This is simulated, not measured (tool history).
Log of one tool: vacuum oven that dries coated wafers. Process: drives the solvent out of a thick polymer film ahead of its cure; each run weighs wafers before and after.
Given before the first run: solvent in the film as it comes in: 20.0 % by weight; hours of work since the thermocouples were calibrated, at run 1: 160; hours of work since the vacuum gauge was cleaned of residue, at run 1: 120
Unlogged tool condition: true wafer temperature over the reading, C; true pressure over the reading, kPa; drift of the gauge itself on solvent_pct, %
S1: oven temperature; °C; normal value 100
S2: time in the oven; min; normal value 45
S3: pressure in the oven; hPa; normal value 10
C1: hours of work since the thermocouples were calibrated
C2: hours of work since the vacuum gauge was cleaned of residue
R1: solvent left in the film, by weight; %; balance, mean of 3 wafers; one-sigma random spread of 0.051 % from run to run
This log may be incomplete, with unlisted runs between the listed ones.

run   hour   S1  S2    S3   C1   C2    R1
  1      0  100  45    10  160  120  1.09
  2    7.6  100  45    10  166  125  1.11
  3   16.4  100  45    10  172  132  1.11
  4     26  100  45    10  180  139   1.1
  5   40.1  100  45    10  190  150   1.1
  6   47.8  100  45    10  196  155  1.08
  7   60.9  100  45    10  206  165  1.13
  8   66.6  100  45    10  210  169  1.11
  9   79.6  100  45    10  219  179  1.14
 10   90.6  100  45    10  228  187  1.08
 11   99.2  100  45    10  234  194  1.05
 12  108.2  100  25    10  241  200   3.5
 13  114.6  100  25    10  245  205   3.4
 14  120.4  100  25    10  250  209  3.36
 15    132  100  25    10  258  218  3.37
 16  140.3  100  25    10  265  224  3.43
 17  152.5  100  25    10  274  233  3.35
 18  165.9  100  45  24.6  284  243  1.44
 19  176.1  100  45  24.6  291  251  1.45
 20  188.8  100  45  24.6  301  260  1.49
 21  201.9  100  45  24.6  311  270  1.51
 22  211.6  100  45  24.6  318  277   1.5
 23  224.3  100  45  24.6  327  287  1.46
 24  232.5  100  45  24.6  333  293  1.44
 25  243.7  100  45  24.6  342  301  1.53
 26    257   91  81    20  352  311  1.13
 27    268   91  81    20  360  319  1.22
 28    278  108  59    10  367  327  0.28
 29  287.8   99  53   8.1  374  334  0.86
 30  299.2  110  53   8.1  383  342  0.21
 31  312.9  110  53   8.1  393  353  0.33
 32  322.4  110  53   8.1  400  360  0.31
 33  332.8  110  53   8.1  408  368  0.25
 34  341.2  109  53   8.1  414  374  0.28
 35    355  109  53   8.1  424  384  0.21
 36  364.7  104  45    10  432  391  0.81
 37  373.7  104  32  13.6  438  398  1.66
 38  384.6  104  32  13.6  447  406  1.75
 39    396  110  32  13.6  455  415  1.03
 40  408.8  100  31   6.5  465  424  2.36
 41  416.2  100  31  21.5  470  430  2.72
 42  428.7   87  72  21.5  479  439  2.25
 43  442.9  103  25   6.5  490  450  2.69
 44  454.8  102  35    10  499  458  1.62
 45    463   90  35    10  505  465  4.36
 46  476.1  112  45    10  515  474  0.32
 47  482.6  112  45    10  520  479  0.24

How would selected steps in R1 from run to run divide? Give the signed amount a tool lacking its hidden state would still show from settings, what came in and random variation, and the signed amount left for the hidden state, including any gauge scatter that is not in both of the compared results.
Run 11 -> 12: S2 45 -> 25. R1 +2.45 %: hidden state +0.04, all else +2.41.
Run 39 -> 40: S1 110 -> 100, S2 32 -> 31, S3 13.6 -> 6.5. R1 +1.33 %: hidden state +0.08, all else +1.25.
Run 44 -> 45: S1 102 -> 90. R1 +2.74 %: hidden state +0.1, all else +2.64.
Run 45 -> 46: S1 90 -> 112, S2 35 -> 45. R1 -4.04 %: hidden state -0.19, all else -3.85.
